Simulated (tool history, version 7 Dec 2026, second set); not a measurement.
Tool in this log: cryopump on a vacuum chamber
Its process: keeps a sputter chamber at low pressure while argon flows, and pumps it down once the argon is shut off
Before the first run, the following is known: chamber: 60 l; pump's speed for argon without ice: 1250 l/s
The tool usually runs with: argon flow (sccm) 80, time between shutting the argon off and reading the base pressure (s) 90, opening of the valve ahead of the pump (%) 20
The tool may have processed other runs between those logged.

run,hour,argon flow (sccm),time between shutting the argon off and reading the base pressure (s),opening of the valve ahead of the pump (%),pressure while argon flows (Pa),pressure after the wait (uPa)
1,0.0,80,90,20,0.5846,3.92
# hour 12.5: pump warmed up, emptied and cooled again
2,71.4,80,90,20,0.5474,3.29
3,157.1,80,65,20,0.5506,3.61
4,197.8,80,65,20,0.5474,3.75
5,264.1,80,65,20,0.5551,3.89
6,333.2,80,65,20,0.5605,3.93
7,411.6,80,65,20,0.5656,4.15
8,502.0,80,65,20,0.5666,4.25
9,574.9,80,65,20,0.5753,4.55
10,634.6,71,171,20,0.5186,3.93
11,703.4,71,171,20,0.5190,4.02
12,753.2,73,90,18,0.5941,4.57
# hour 786.6: pump warmed up, emptied and cooled again
13,826.8,34,27,16,0.2902,5.45
14,905.5,78,54,16,0.6667,4.23
15,997.8,111,240,34,0.4543,3.15
16,1084.8,111,240,34,0.4650,3.48

3 options for the next run, each taken on its own from the tool as it stands now. Forecast them:
A,1128.4,80,205,20,?,?
B,1128.4,80,54,19,?,?
C,1128.4,120,122,59,?,?

run,pressure while argon flows (Pa),pressure after the wait (uPa)
A,0.5592,3.58
B,0.5903,4.66
C,0.3050,3.81
With the hidden condition removed and each run's random variation left untouched, the same runs would have given:
run,pressure while argon flows (Pa),pressure after the wait (uPa)
A,0.5397,0.59
B,0.5708,1.60
C,0.2757,0.82

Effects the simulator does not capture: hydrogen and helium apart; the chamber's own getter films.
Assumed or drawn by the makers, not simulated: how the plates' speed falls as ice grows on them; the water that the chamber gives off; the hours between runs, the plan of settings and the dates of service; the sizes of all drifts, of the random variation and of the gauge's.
